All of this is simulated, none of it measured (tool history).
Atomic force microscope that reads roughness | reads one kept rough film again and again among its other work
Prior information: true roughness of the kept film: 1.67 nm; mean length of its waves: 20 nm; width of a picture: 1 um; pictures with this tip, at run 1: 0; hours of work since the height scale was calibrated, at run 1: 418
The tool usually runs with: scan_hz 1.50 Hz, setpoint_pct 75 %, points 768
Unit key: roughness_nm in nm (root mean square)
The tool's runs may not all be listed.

run    hour  scan_hz  setpoint_pct  points  pictures with this tip  hours of work since the height scale was calibrated  roughness_nm
  1     0.0     1.50            75     768                       0                                                  418         1.387
  2    33.3     1.50            67     768                      60                                                  436         1.337
  3    57.3     1.50            67     768                     103                                                  448         1.282
  4    79.8     1.50            75     881                     143                                                  460         1.209
  5    96.4     1.50            75     881                     173                                                  468         1.179
  6   116.5     1.21            75     768                     209                                                  479         1.153
  7   133.4     1.21            75     768                     239                                                  487         1.128
      156.3  -- new tip fitted
  8   163.1     1.21            75     768                      13                                                  502         1.383
  9   196.1     1.21            75     768                      72                                                  520         1.318
 10   224.5     1.21            75     426                     123                                                  534         1.246
 11   243.6     1.21            75     426                     157                                                  544         1.212
 12   267.2     1.50            65     768                     199                                                  556         1.199
 13   291.7     1.50            67     768                     243                                                  569         1.142
      311.8  -- new tip fitted
 14   327.1     1.50            67     768                      27                                                  587         1.389
 15   345.4     1.50            75     768                      60                                                  597         1.328
 16   364.8     1.50            75     768                      95                                                  607         1.277
 17   395.4     1.50            75     301                     150                                                  622         1.192
 18   430.1     1.50            75     768                     212                                                  640         1.152
 19   447.7     1.50            75     768                     244                                                  649         1.126
      466.7  -- new tip fitted
 20   479.0     1.50            75     549                      22                                                  665         1.377
 21   502.2     1.50            75     334                      63                                                  677         1.290
 22   530.3     1.50            70     768                     114                                                  692         1.263
 23   549.3     3.35            56     814                     148                                                  702         1.246
 24   564.5     3.35            56     814                     175                                                  710         1.215
 25   586.9     0.90            62     573                     215                                                  721         1.203
 26   604.5     0.90            62     573                     247                                                  730         1.167
      620.9  -- new tip fitted
 27   627.3     1.50            71     262                      11                                                  742         1.334
 28   649.6     1.84            79     929                      51                                                  753         1.277
 29   675.8     1.19            67     397                      98                                                  767         1.289
 30   709.5     1.02            74     451                     159                                                  784         1.218
 31   723.9     0.54            81     768                     184                                                  792         1.229
 32   754.0     0.54            81     768                     238                                                  808         1.167
      775.0  -- new tip fitted
 33   782.5     0.64            60     512                      14                                                  822         1.462
 34   812.0     1.50            89     279                      67                                                  837         1.203
 35   838.7     1.50            89     279                     115                                                  851         1.147
 36   864.0     1.50            89     279                     160                                                  864         1.105
 37   895.4     1.50            73     768                     216                                                  880         1.164
 38   921.4     1.50            73     768                     263                                                  894         1.120
      928.7  -- new tip fitted
 39   938.1     2.09            73     587                      17                                                  902         1.351
 40   969.2     2.09            73     587                      73                                                  918         1.283
 41   988.8     2.09            73     587                     108                                                  929         1.239
 42  1006.1     1.50            65     505                     139                                                  937         1.259
 43  1025.7     1.23            65     684                     174                                                  948         1.240

Difference, measured minus no-hidden-state, one row per run. Run-to-run variation is common to both terms; the gauge's own scatter need not be:
What the log doesn't record here: radius of the tip, nm; height scale over the true one, %; drift of the gauge itself on roughness_nm, %.
run  roughness_nm
  1        -0.001
  2        -0.088
  3        -0.135
  4        -0.174
  5        -0.206
  6        -0.246
  7        -0.273
  8        -0.015
  9        -0.092
 10        -0.150
 11        -0.182
 12        -0.232
 13        -0.267
 14        -0.027
 15        -0.066
 16        -0.111
 17        -0.167
 18        -0.232
 19        -0.258
 20        -0.015
 21        -0.071
 22        -0.134
 23        -0.173
 24        -0.202
 25        -0.252
 26        -0.282
 27        -0.018
 28        -0.068
 29        -0.123
 30        -0.189
 31        -0.220
 32        -0.269
 33        +0.000
 34        -0.064
 35        -0.116
 36        -0.160
 37        -0.236
 38        -0.280
 39        -0.008
 40        -0.081
 41        -0.120
 42        -0.166
 43        -0.204
